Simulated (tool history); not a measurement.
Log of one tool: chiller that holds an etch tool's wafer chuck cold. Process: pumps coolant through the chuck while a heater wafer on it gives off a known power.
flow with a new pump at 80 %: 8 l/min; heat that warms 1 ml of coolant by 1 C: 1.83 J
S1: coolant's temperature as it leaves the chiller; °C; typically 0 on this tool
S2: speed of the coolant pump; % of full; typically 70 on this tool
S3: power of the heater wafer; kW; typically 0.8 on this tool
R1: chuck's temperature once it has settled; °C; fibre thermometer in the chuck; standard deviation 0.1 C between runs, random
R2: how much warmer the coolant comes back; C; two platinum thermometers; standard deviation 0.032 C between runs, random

{"run": 1, "hour": 0.0, "S1": 0, "S2": 70, "S3": 0.8, "R1": 11.6, "R2": 3.77}
{"run": 2, "hour": 31.0, "S1": 0, "S2": 70, "S3": 0.8, "R1": 11.5, "R2": 3.82}
{"run": 3, "hour": 74.8, "S1": 0, "S2": 70, "S3": 0.8, "R1": 11.5, "R2": 3.81}
{"run": 4, "hour": 106.8, "S1": 0, "S2": 70, "S3": 0.8, "R1": 11.6, "R2": 3.89}
{"run": 5, "hour": 174.5, "S1": 0, "S2": 70, "S3": 0.8, "R1": 11.7, "R2": 3.87}
{"run": 6, "hour": 244.4, "S1": 0, "S2": 70, "S3": 0.8, "R1": 11.6, "R2": 3.84}
{"run": 7, "hour": 303.7, "S1": 0, "S2": 87, "S3": 0.8, "R1": 9.6, "R2": 3.11}
{"run": 8, "hour": 344.4, "S1": 0, "S2": 87, "S3": 0.8, "R1": 9.6, "R2": 3.07}
{"run": 9, "hour": 395.3, "S1": 0, "S2": 70, "S3": 1.025, "R1": 15, "R2": 4.9}
{"run": 10, "hour": 450.2, "S1": 0, "S2": 70, "S3": 0.8, "R1": 11.5, "R2": 3.87}
{"run": 11, "hour": 504.4, "S1": 0, "S2": 70, "S3": 0.729, "R1": 10.5, "R2": 3.52}
{"hour": 542.5, "done": "coolant changed, channels flushed"}
{"run": 12, "hour": 579.3, "S1": 0, "S2": 70, "S3": 0.729, "R1": 9.8, "R2": 3.51}
{"run": 13, "hour": 644.4, "S1": 0, "S2": 70, "S3": 0.452, "R1": 6.2, "R2": 2.13}
{"run": 14, "hour": 699.7, "S1": 0, "S2": 70, "S3": 0.452, "R1": 6.1, "R2": 2.14}
{"run": 15, "hour": 745.7, "S1": 0, "S2": 74, "S3": 0.452, "R1": 5.7, "R2": 2.05}
{"run": 16, "hour": 808.6, "S1": 0, "S2": 74, "S3": 0.452, "R1": 5.9, "R2": 2.08}
{"run": 17, "hour": 865.4, "S1": -3, "S2": 99, "S3": 1.128, "R1": 8.4, "R2": 3.83}
{"hour": 871.5, "done": "chiller's thermometer calibrated"}
{"run": 18, "hour": 927.6, "S1": -3, "S2": 99, "S3": 1.128, "R1": 8.6, "R2": 3.85}
{"run": 19, "hour": 981.8, "S1": -2, "S2": 93, "S3": 1.182, "R1": 10.5, "R2": 4.29}
{"run": 20, "hour": 1030.2, "S1": 0, "S2": 69, "S3": 0.928, "R1": 12.7, "R2": 4.53}
{"hour": 1038.1, "done": "chiller's thermometer calibrated, once more"}
{"run": 21, "hour": 1086.2, "S1": -9, "S2": 100, "S3": 0.439, "R1": -4.4, "R2": 1.46}
{"run": 22, "hour": 1136.1, "S1": -9, "S2": 66, "S3": 0.727, "R1": 1.6, "R2": 3.71}
{"run": 23, "hour": 1170.8, "S1": 8, "S2": 84, "S3": 0.529, "R1": 14.2, "R2": 2.15}
{"run": 24, "hour": 1204.5, "S1": -6, "S2": 64, "S3": 0.845, "R1": 6.7, "R2": 4.54}
{"run": 25, "hour": 1271.3, "S1": 0, "S2": 68, "S3": 0.992, "R1": 14.1, "R2": 4.91}
{"run": 26, "hour": 1330.7, "S1": -5, "S2": 75, "S3": 0.951, "R1": 7.3, "R2": 4.32}
{"run": 27, "hour": 1386.8, "S1": -2, "S2": 76, "S3": 0.8, "R1": 8.5, "R2": 3.62}
{"run": 28, "hour": 1423.4, "S1": 5, "S2": 98, "S3": 0.452, "R1": 9.7, "R2": 1.57}
{"run": 29, "hour": 1454.8, "S1": 2, "S2": 81, "S3": 1.027, "R1": 14.6, "R2": 4.28}
{"run": 30, "hour": 1485.9, "S1": 2, "S2": 81, "S3": 1.027, "R1": 14.6, "R2": 4.3}

What does the tool deliver on the next run?
{"run": 31, "hour": 1517.9, "S1": 1, "S2": 79, "S3": 0.887, "R1": "?", "R2": "?"}

R1: 12.3 °C
R2: 3.8 C
Take away the tool's hidden state, keep the run-to-run variation as it was, and the same run would have given R1 11.9 °C, R2 3.68 C.

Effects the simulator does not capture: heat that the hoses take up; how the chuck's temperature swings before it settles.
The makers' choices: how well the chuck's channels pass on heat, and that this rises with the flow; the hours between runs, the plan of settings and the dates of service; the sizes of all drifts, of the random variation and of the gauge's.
